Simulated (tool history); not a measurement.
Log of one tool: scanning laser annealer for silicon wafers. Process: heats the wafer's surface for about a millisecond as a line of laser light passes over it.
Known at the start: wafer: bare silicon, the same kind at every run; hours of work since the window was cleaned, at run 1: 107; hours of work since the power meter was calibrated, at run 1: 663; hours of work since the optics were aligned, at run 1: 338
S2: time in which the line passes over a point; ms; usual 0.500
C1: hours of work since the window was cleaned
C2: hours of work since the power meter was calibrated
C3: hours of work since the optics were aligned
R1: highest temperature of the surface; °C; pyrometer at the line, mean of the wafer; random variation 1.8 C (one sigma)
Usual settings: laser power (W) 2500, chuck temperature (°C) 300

{"run": 1, "day": 0.0, "laser power (W)": 2500, "S2": 0.5, "chuck temperature (°C)": 300, "C1": 107, "C2": 663, "C3": 338, "R1": 1021}
{"run": 2, "day": 1.458, "laser power (W)": 2500, "S2": 0.5, "chuck temperature (°C)": 300, "C1": 131, "C2": 687, "C3": 362, "R1": 1018}
{"run": 3, "day": 2.321, "laser power (W)": 2268, "S2": 0.5, "chuck temperature (°C)": 300, "C1": 145, "C2": 701, "C3": 376, "R1": 949}
{"run": 4, "day": 3.479, "laser power (W)": 2268, "S2": 0.5, "chuck temperature (°C)": 300, "C1": 164, "C2": 720, "C3": 395, "R1": 953}
{"run": 5, "day": 4.921, "laser power (W)": 2500, "S2": 0.5, "chuck temperature (°C)": 317, "C1": 188, "C2": 744, "C3": 419, "R1": 1032}
{"run": 6, "day": 6.171, "laser power (W)": 2500, "S2": 0.5, "chuck temperature (°C)": 317, "C1": 208, "C2": 764, "C3": 439, "R1": 1034}
{"run": 7, "day": 7.446, "laser power (W)": 2500, "S2": 0.5, "chuck temperature (°C)": 300, "C1": 229, "C2": 785, "C3": 460, "R1": 1016}
{"run": 8, "day": 8.583, "laser power (W)": 2500, "S2": 0.5, "chuck temperature (°C)": 300, "C1": 248, "C2": 803, "C3": 478, "R1": 1017}
{"run": 9, "day": 10.067, "laser power (W)": 2707, "S2": 0.5, "chuck temperature (°C)": 300, "C1": 272, "C2": 828, "C3": 503, "R1": 1077}
{"run": 10, "day": 11.067, "laser power (W)": 2580, "S2": 0.5, "chuck temperature (°C)": 311, "C1": 288, "C2": 844, "C3": 519, "R1": 1048}
{"run": 11, "day": 12.471, "laser power (W)": 2580, "S2": 0.5, "chuck temperature (°C)": 311, "C1": 311, "C2": 867, "C3": 542, "R1": 1050}
{"run": 12, "day": 13.696, "laser power (W)": 2580, "S2": 0.5, "chuck temperature (°C)": 311, "C1": 331, "C2": 887, "C3": 562, "R1": 1050}
{"run": 13, "day": 14.758, "laser power (W)": 2500, "S2": 0.5, "chuck temperature (°C)": 326, "C1": 349, "C2": 905, "C3": 580, "R1": 1036}
{"run": 14, "day": 15.788, "laser power (W)": 2500, "S2": 0.412, "chuck temperature (°C)": 321, "C1": 366, "C2": 921, "C3": 596, "R1": 960}
{"run": 15, "day": 17.221, "laser power (W)": 2654, "S2": 0.409, "chuck temperature (°C)": 303, "C1": 389, "C2": 945, "C3": 620, "R1": 983}
{"run": 16, "day": 18.467, "laser power (W)": 2747, "S2": 0.5, "chuck temperature (°C)": 324, "C1": 409, "C2": 965, "C3": 640, "R1": 1108}
{"run": 17, "day": 19.771, "laser power (W)": 2348, "S2": 0.495, "chuck temperature (°C)": 285, "C1": 431, "C2": 987, "C3": 662, "R1": 947}

Forecast each of these 4 alternatives for the next run:
{"run": "A", "day": 21.242, "laser power (W)": 2456, "S2": 0.5, "chuck temperature (°C)": 300, "C1": 455, "C2": 1011, "C3": 686, "R1": "?"}
{"run": "B", "day": 21.242, "laser power (W)": 2348, "S2": 0.51, "chuck temperature (°C)": 285, "C1": 455, "C2": 1011, "C3": 686, "R1": "?"}
{"run": "C", "day": 21.242, "laser power (W)": 2500, "S2": 0.516, "chuck temperature (°C)": 269, "C1": 455, "C2": 1011, "C3": 686, "R1": "?"}
{"run": "D", "day": 21.242, "laser power (W)": 2619, "S2": 0.495, "chuck temperature (°C)": 338, "C1": 455, "C2": 1011, "C3": 686, "R1": "?"}

run=A R1=996
run=B R1=956
run=C R1=988
run=D R1=1077
Without the tool's hidden state the same runs would have given:
run=A R1=1018
run=B R1=978
run=C R1=1012
run=D R1=1101
